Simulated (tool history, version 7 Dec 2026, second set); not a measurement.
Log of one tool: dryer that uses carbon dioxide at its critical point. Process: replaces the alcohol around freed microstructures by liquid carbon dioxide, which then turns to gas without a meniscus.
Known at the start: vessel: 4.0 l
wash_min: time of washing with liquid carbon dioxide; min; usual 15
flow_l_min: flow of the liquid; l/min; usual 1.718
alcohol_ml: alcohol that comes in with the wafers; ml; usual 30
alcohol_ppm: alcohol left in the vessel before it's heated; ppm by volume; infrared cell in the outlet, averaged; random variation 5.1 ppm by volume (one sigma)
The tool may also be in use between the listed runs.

| run | hour | wash_min | flow_l_min | alcohol_ml | alcohol_ppm |
|---|---|---|---|---|---|
| 1 | 0 | 15 | 1.718 | 30 | 141 |
| 2 | 14.5 | 15 | 1.718 | 30 | 148 |
| 3 | 29.3 | 15 | 1.718 | 30 | 136 |
| 4 | 44.3 | 15 | 1.718 | 30 | 142 |
| 5 | 55.7 | 16 | 1.718 | 30 | 118 |
| 6 | 63.1 | 16 | 1.718 | 30 | 114 |
| 7 | 70.2 | 15 | 1.718 | 98 | 392 |
| 8 | 77.2 | 15 | 1.77 | 98 | 337 |
| 9 | 87.7 | 15 | 1.77 | 98 | 360 |
| 10 | 99.2 | 15 | 1.77 | 98 | 354 |
| 11 | 114.1 | 11 | 1.77 | 98 | 1077 |
| 12 | 128.3 | 15 | 1.718 | 43 | 203 |
| 13 | 139.4 | 15 | 1.718 | 30 | 160 |
| 14 | 152.9 | 15 | 1.718 | 30 | 160 |
| 15 | 163.5 | 15 | 1.718 | 30 | 161 |
| 16 | 176.2 | 15 | 1.718 | 30 | 172 |
| 17 | 185.4 | 15 | 1.718 | 100 | 447 |
| 18 | 194.9 | 18 | 1.718 | 26 | 93 |
| 19 | 208 | 18 | 1.04 | 26 | 351 |
| 20 | 223.1 | 14 | 2.14 | 76 | 216 |
| 21 | 234.5 | 9 | 1.718 | 30 | 711 |
| 22 | 246.1 | 11 | 1.23 | 56 | 1638 |
| 23 | 260.8 | 17 | 1.718 | 30 | 122 |
|  | 273.6 | inlet filter changed |
| 24 | 277 | 17 | 1.718 | 30 | 83 |
| 25 | 290.7 | 18 | 1.55 | 37 | 112 |
| 26 | 304.1 | 18 | 1.55 | 52 | 136 |
| 27 | 319.3 | 15 | 1.3 | 31 | 277 |
| 28 | 334.3 | 15 | 1.64 | 44 | 185 |
| 29 | 347.7 | 15 | 1.64 | 44 | 188 |
| 30 | 361.5 | 14 | 1.08 | 48 | 797 |
| 31 | 372.2 | 15 | 1.49 | 73 | 371 |
| 32 | 382.6 | 17 | 1.49 | 25 | 131 |
| 33 | 396.7 | 17 | 1.49 | 25 | 125 |

3 ways to go on from here, each from the tool as it stands after run 33. What would each give?
| A | 411.7 | 21 | 1.31 | 81 | ? |
| B | 411.7 | 15 | 1.55 | 114 | ? |
| C | 411.7 | 17 | 1.31 | 84 | ? |

| run | alcohol_ppm |
|---|---|
| A | 206 |
| B | 517 |
| C | 441 |
Without the tool's hidden state the same runs would have given:
| run | alcohol_ppm |
|---|---|
| A | 124 |
| B | 403 |
| C | 336 |

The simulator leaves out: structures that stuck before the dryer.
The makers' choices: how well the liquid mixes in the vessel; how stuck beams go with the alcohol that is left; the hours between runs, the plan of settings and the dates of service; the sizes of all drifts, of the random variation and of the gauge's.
